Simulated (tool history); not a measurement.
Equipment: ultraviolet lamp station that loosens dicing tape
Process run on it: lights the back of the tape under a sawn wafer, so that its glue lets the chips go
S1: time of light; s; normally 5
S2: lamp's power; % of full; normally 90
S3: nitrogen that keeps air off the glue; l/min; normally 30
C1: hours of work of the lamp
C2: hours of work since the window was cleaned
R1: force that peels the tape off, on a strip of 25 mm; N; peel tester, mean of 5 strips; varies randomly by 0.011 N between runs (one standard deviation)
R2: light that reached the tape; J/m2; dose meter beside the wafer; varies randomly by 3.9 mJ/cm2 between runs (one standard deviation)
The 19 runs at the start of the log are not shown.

run,hour,S1,S2,S3,C1,C2,R1,R2
20,344,5,90,30,337,134,0.526,6710
21,357.8,5,90,30,345,142,0.512,6610
22,374.7,3,90,30,355,152,1.608,3990
23,400.6,5,90,15,370,168,0.875,6630
24,424.4,5,73,26,384,182,0.942,5400
25,446.6,4,74,11,398,195,2.421,4350
26,458.4,4,84,11,405,202,2.053,4980
27,471.7,5,76,30,413,210,0.781,5680
28,496.9,9,85,29,428,225,0.153,11270
29,523.1,9,85,29,443,240,0.158,11410
30,549.4,2,66,30,459,256,4.36,1970
31,566.1,5,93,51,469,266,0.324,6810
32,579.2,5,93,51,477,274,0.323,6920
33,591.8,5,93,51,484,281,0.316,6940
34,603.4,5,65,39,491,288,0.928,4770
35,624.4,3,92,14,503,301,2.401,4090
36,637.1,3,90,30,511,308,1.68,4010
37,651.2,5,90,15,519,317,0.9,6700
38,668.9,5,90,15,530,327,0.892,6670
39,683.4,4,67,38,539,336,1.402,3990
40,707.2,8,67,24,553,350,0.403,7890
41,721.1,2,66,30,561,358,4.28,1960
42,736.2,4,63,58,570,367,1.333,3700

Consider 5 possible next runs. They are alternatives, not a sequence: every one starts from the tool as it was left by run 42. What does each give?
A,749,5,90,11,578,375,?,?
B,749,7,63,21,578,375,?,?
C,749,4,63,36,578,375,?,?
D,749,4,60,35,578,375,?,?
E,749,3,63,58,578,375,?,?

run,R1,R2
A,1.172,6750
B,0.71,6520
C,1.656,3710
D,1.795,3560
E,2.197,2830
With no hidden state in the tool, these same runs would have given:
run,R1,R2
A,1.169,6760
B,0.707,6530
C,1.652,3720
D,1.791,3560
E,2.192,2830

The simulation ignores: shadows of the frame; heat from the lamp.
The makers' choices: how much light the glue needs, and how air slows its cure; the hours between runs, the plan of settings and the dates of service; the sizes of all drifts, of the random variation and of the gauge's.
